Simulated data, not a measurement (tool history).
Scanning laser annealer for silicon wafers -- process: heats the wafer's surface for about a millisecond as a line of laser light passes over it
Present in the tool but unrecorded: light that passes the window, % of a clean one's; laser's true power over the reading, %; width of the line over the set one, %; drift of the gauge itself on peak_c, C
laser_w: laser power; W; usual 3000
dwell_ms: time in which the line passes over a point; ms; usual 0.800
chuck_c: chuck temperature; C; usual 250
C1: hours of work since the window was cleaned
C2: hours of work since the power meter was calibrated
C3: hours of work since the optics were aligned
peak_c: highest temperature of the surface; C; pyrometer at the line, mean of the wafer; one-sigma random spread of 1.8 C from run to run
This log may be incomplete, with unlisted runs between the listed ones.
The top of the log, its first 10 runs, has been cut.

run 11 day=11.892 | laser_w=3000 dwell_ms=0.800 chuck_c=250 | C1=314 C2=962 C3=28 | peak_c=993
run 12 day=12.738 | laser_w=3000 dwell_ms=0.800 chuck_c=250 | C1=325 C2=973 C3=39 | peak_c=999
-- day=12.896 window over the wafer cleaned
run 13 day=14.479 | laser_w=3000 dwell_ms=0.800 chuck_c=250 | C1=21 C2=995 C3=61 | peak_c=989
run 14 day=15.504 | laser_w=3000 dwell_ms=0.800 chuck_c=250 | C1=35 C2=1009 C3=75 | peak_c=989
run 15 day=16.712 | laser_w=3000 dwell_ms=0.800 chuck_c=250 | C1=51 C2=1025 C3=91 | peak_c=987
run 16 day=18.221 | laser_w=3000 dwell_ms=0.800 chuck_c=250 | C1=71 C2=1046 C3=111 | peak_c=989
-- day=18.388 window over the wafer cleaned, once more
run 17 day=19.775 | laser_w=2653 dwell_ms=0.596 chuck_c=250 | C1=19 C2=1065 C3=131 | peak_c=835
run 18 day=20.858 | laser_w=2653 dwell_ms=0.596 chuck_c=250 | C1=33 C2=1080 C3=146 | peak_c=840
run 19 day=21.629 | laser_w=2653 dwell_ms=0.596 chuck_c=250 | C1=43 C2=1090 C3=156 | peak_c=836
run 20 day=22.683 | laser_w=2653 dwell_ms=0.596 chuck_c=250 | C1=57 C2=1104 C3=170 | peak_c=837
run 21 day=23.404 | laser_w=3166 dwell_ms=0.746 chuck_c=250 | C1=67 C2=1114 C3=180 | peak_c=1020

What will run 22 give?
run 22 day=24.808 | laser_w=2590 dwell_ms=0.606 chuck_c=222 | C1=86 C2=1132 C3=198 | peak_c=?

{"run 22": {"peak_c": 796}}
The same run, on a tool lacking any hidden state, would have yielded peak_c 807 C.

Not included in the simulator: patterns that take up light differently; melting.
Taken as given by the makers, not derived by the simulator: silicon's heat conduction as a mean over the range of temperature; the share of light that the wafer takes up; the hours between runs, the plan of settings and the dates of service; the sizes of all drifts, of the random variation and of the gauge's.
